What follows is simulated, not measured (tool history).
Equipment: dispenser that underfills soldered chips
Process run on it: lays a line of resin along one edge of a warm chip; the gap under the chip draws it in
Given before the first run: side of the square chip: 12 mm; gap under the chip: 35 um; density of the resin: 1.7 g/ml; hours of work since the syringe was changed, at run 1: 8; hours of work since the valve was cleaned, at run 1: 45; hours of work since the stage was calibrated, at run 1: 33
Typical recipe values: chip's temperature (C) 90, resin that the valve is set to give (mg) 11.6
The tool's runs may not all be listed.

| run | day | chip's temperature (C) | resin that the valve is set to give (mg) | hours of work since the syringe was changed | hours of work since the valve was cleaned | hours of work since the stage was calibrated | time until the resin shows at the far edge (s) | resin that the valve gave (mg) |
|---|---|---|---|---|---|---|---|---|
| 1 | 0.000 | 90 | 11.6 | 8 | 45 | 33 | 183.0 | 11.44 |
|  | 0.058 | new syringe of resin |
|  | 0.408 | dispensing valve cleaned and set on the balance |
| 2 | 0.408 | 78 | 11.6 | 6 | 0 | 39 | 274.0 | 11.59 |
|  | 0.567 | new syringe of resin |
| 3 | 0.825 | 90 | 11.6 | 5 | 7 | 46 | 148.9 | 11.55 |
|  | 1.025 | new syringe of resin |
| 4 | 1.146 | 98 | 11.6 | 2 | 13 | 52 | 91.3 | 11.51 |
| 5 | 1.446 | 88 | 11.6 | 8 | 18 | 57 | 201.9 | 11.52 |
|  | 1.512 | new syringe of resin |
| 6 | 1.883 | 90 | 11.6 | 7 | 26 | 65 | 173.0 | 11.47 |
|  | 1.975 | new syringe of resin |
| 7 | 2.246 | 90 | 11.6 | 5 | 32 | 71 | 152.6 | 11.47 |
|  | 2.442 | new syringe of resin |
| 8 | 2.696 | 90 | 11.6 | 5 | 40 | 79 | 149.2 | 11.43 |
|  | 2.921 | new syringe of resin |
| 9 | 3.071 | 96 | 11.6 | 3 | 46 | 86 | 101.4 | 11.37 |
|  | 3.392 | dispensing valve cleaned and set on the balance |
|  | 3.450 | new syringe of resin |
| 10 | 3.521 | 96 | 11.6 | 1 | 2 | 93 | 92.7 | 11.64 |
|  | 3.912 | new syringe of resin |
| 11 | 4.017 | 90 | 11.6 | 2 | 11 | 101 | 120.2 | 11.62 |
| 12 | 4.346 | 90 | 12.8 | 8 | 17 | 107 | 174.6 | 12.78 |
|  | 4.383 | new syringe of resin |
| 13 | 4.750 | 90 | 12.8 | 7 | 24 | 114 | 166.0 | 12.76 |
|  | 4.862 | new syringe of resin |
| 14 | 5.042 | 90 | 12.8 | 3 | 29 | 119 | 131.6 | 12.73 |
|  | 5.338 | new syringe of resin |
| 15 | 5.408 | 86 | 10.1 | 1 | 35 | 125 | 147.7 | 10.02 |
|  | 5.833 | new syringe of resin |
| 16 | 5.908 | 84 | 12.8 | 1 | 44 | 134 | 154.1 | 12.66 |
|  | 6.304 | new syringe of resin |
|  | 6.392 | dispensing valve cleaned and set on the balance |
| 17 | 6.508 | 100 | 11.2 | 3 | 2 | 144 | 86.8 | 11.17 |
| 18 | 6.783 | 79 | 12.6 | 8 | 7 | 149 | 294.8 | 12.53 |
|  | 6.842 | new syringe of resin |
| 19 | 7.033 | 100 | 10.3 | 3 | 11 | 153 | 93.0 | 10.20 |
|  | 7.312 | new syringe of resin |
| 20 | 7.425 | 100 | 10.3 | 2 | 18 | 160 | 83.8 | 10.20 |
|  | 7.788 | new syringe of resin |
| 21 | 7.812 | 100 | 10.3 | 0 | 25 | 166 | 75.4 | 10.19 |
| 22 | 8.125 | 100 | 10.3 | 6 | 30 | 172 | 110.5 | 10.19 |
|  | 8.246 | new syringe of resin |
|  | 8.708 | new syringe of resin |
| 23 | 8.708 | 91 | 14.8 | 0 | 40 | 182 | 98.1 | 14.55 |
| 24 | 8.958 | 91 | 14.8 | 5 | 45 | 186 | 133.4 | 14.53 |
|  | 9.192 | new syringe of resin |
| 25 | 9.225 | 89 | 11.8 | 1 | 49 | 191 | 117.2 | 11.58 |
|  | 9.388 | dispensing valve cleaned and set on the balance |
|  | 9.700 | new syringe of resin |
| 26 | 9.808 | 91 | 13.1 | 2 | 7 | 200 | 118.2 | 13.12 |
|  | 10.150 | new syringe of resin |
| 27 | 10.308 | 93 | 10.1 | 3 | 16 | 209 | 119.1 | 10.08 |

Here are 5 independent what-if runs from the current tool condition. What would each one return?
|  | 10.625 | new syringe of resin |
| A | 10.696 | 78 | 10.1 | 1 | 23 | 216 | ? | ? |
|  | 10.625 | new syringe of resin |
| B | 10.696 | 79 | 10.0 | 1 | 23 | 216 | ? | ? |
|  | 10.625 | new syringe of resin |
| C | 10.696 | 77 | 11.6 | 1 | 23 | 216 | ? | ? |
|  | 10.625 | new syringe of resin |
| D | 10.696 | 91 | 12.0 | 1 | 23 | 216 | ? | ? |
|  | 10.625 | new syringe of resin |
| E | 10.696 | 84 | 10.5 | 1 | 23 | 216 | ? | ? |

| run | time until the resin shows at the far edge (s) | resin that the valve gave (mg) |
|---|---|---|
| A | 216.3 | 10.05 |
| B | 207.6 | 9.95 |
| C | 216.3 | 11.56 |
| D | 112.8 | 11.93 |
| E | 162.4 | 10.46 |
With no hidden state in the tool, these same runs would have given:
| run | time until the resin shows at the far edge (s) | resin that the valve gave (mg) |
|---|---|---|
| A | 201.7 | 10.09 |
| B | 193.6 | 9.99 |
| C | 201.8 | 11.60 |
| D | 105.2 | 11.97 |
| E | 151.4 | 10.50 |
